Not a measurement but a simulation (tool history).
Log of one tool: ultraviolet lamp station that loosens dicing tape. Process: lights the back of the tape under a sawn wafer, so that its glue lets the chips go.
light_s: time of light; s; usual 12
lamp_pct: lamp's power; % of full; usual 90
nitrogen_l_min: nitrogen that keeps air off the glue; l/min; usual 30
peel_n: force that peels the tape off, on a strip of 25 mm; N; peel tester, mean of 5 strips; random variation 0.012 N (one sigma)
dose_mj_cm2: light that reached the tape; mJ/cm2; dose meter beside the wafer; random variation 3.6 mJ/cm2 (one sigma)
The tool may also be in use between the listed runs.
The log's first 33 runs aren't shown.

run     day  light_s  lamp_pct  nitrogen_l_min  peel_n  dose_mj_cm2
 34  55.154        9        67              16   2.124          334
 35  56.838       11        67              16   1.554          406
 36  58.725       11        67              16   1.615          410
 37  60.288       12        90              11   1.137          591
 38  61.546       12        90              13   1.054          594
 39  62.704       22        60              20   0.513          731
 40  64.483       22        69              20   0.427          827
 41  66.342       21        66              16   0.589          759
      68.15  -- window cleaned of glue's vapour
 42  68.425       14        99              16   0.561          761

Run 43 comes next. What will it give?
 43  69.783       14        99              16       ?            ?

Run 43 gave peel_n 0.565 N, dose_mj_cm2 762 mJ/cm2.
Without the tool's hidden state the same run would have given peel_n 0.563 N, dose_mj_cm2 764 mJ/cm2.
